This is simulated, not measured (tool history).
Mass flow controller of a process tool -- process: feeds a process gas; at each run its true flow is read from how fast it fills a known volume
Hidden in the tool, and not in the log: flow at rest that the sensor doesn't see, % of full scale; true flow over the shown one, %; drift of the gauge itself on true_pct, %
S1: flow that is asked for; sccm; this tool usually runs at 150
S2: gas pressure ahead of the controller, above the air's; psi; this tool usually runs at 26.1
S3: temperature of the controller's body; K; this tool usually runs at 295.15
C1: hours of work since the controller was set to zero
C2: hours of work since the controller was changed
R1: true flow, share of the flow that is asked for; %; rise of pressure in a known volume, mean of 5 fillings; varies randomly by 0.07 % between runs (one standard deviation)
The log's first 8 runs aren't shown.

Run 9, hour 2324.2: usual settings but S2 30 psi; C1 3110; C2 3110. Result: R1 97.62 %.
Run 10, hour 2491.8: usual settings but S2 30 psi; C1 3228; C2 3228. Result: R1 97.58 %.
Run 11, hour 2819.6: usual settings; C1 3459; C2 3459. Result: R1 97.6 %.
Run 12, hour 2984.3: usual settings but S3 310.15 K; C1 3575; C2 3575. Result: R1 98.38 %.
Run 13, hour 3271.5: usual settings but S3 310.15 K; C1 3778; C2 3778. Result: R1 98.23 %.
Run 14, hour 3542.2: usual settings but S3 310.15 K; C1 3969; C2 3969. Result: R1 98.26 %.
At hour 3569.2: controller's zero set anew.
Run 15, hour 3750.4: usual settings but S3 310.15 K; C1 128; C2 4116. Result: R1 97.45 %.
Run 16, hour 4043.2: usual settings but S3 310.15 K; C1 335; C2 4322. Result: R1 97.5 %.
At hour 4151.8: controller's zero set anew, once more.
Run 17, hour 4247.5: usual settings but S1 78 sccm, S2 34.2 psi, S3 310.15 K; C1 68; C2 4466. Result: R1 100.08 %.
Run 18, hour 4495.6: usual settings but S3 302.15 K; C1 243; C2 4641. Result: R1 100.16 %.
Run 19, hour 4716.3: usual settings but S1 263 sccm, S2 24.4 psi, S3 305.15 K; C1 398; C2 4797. Result: R1 100.79 %.
Run 20, hour 5034: usual settings but S1 263 sccm, S2 24.4 psi, S3 305.15 K; C1 623; C2 5021. Result: R1 100.77 %.
Run 21, hour 5203.2: usual settings but S1 263 sccm, S2 24.4 psi, S3 305.15 K; C1 742; C2 5141. Result: R1 100.83 %.
Run 22, hour 5449.5: usual settings but S1 388 sccm, S2 29.2 psi, S3 296.15 K; C1 916; C2 5314. Result: R1 100.58 %.
Run 23, hour 5742.8: usual settings but S1 141 sccm, S2 29.2 psi, S3 296.15 K; C1 1123; C2 5521. Result: R1 99.41 %.
Run 24, hour 6095.2: usual settings but S1 444 sccm, S2 21 psi; C1 1372; C2 5770. Result: R1 100.98 %.
Run 25, hour 6318.4: usual settings but S1 61 sccm, S2 24.2 psi; C1 1529; C2 5928. Result: R1 98.06 %.
Run 26, hour 6481: usual settings but S1 79 sccm, S2 38 psi, S3 300.15 K; C1 1644; C2 6042. Result: R1 98.03 %.
Run 27, hour 6848: usual settings but S1 79 sccm, S2 38 psi, S3 300.15 K; C1 1903; C2 6301. Result: R1 97.86 %.
Run 28, hour 7072: usual settings but S2 25.4 psi, S3 294.15 K; C1 2061; C2 6459. Result: R1 99.22 %.
Run 29, hour 7455.7: usual settings but S2 36.8 psi, S3 310.15 K; C1 2332; C2 6730. Result: R1 99.37 %.
Run 30, hour 7802.9: usual settings but S1 205 sccm, S2 30.3 psi, S3 310.15 K; C1 2577; C2 6975. Result: R1 100.24 %.
Run 31, hour 8085.7: usual settings but S1 160 sccm, S2 36 psi; C1 2776; C2 7175. Result: R1 98.6 %.

Below are 4 alternative next runs, each starting from the tool's condition after run 31. Predict each:
Run A, hour 8399.2: usual settings but S1 76 sccm, S2 24.2 psi, S3 305.15 K; C1 2997; C2 7396. Result: R1 ?.
Run B, hour 8399.2: usual settings but S1 472 sccm, S2 27.4 psi, S3 310.15 K; C1 2997; C2 7396. Result: R1 ?.
Run C, hour 8399.2: usual settings but S1 356 sccm, S2 25.4 psi, S3 305.15 K; C1 2997; C2 7396. Result: R1 ?.
Run D, hour 8399.2: usual settings but S1 415 sccm, S2 22.9 psi; C1 2997; C2 7396. Result: R1 ?.

run      R1
  A   97.52
  B  101.54
  C  100.94
  D  100.83
The same runs, with their run-to-run variation unchanged, on a tool lacking any hidden condition would have given:
run      R1
  A   99.49
  B  100.52
  C  100.11
  D   99.89
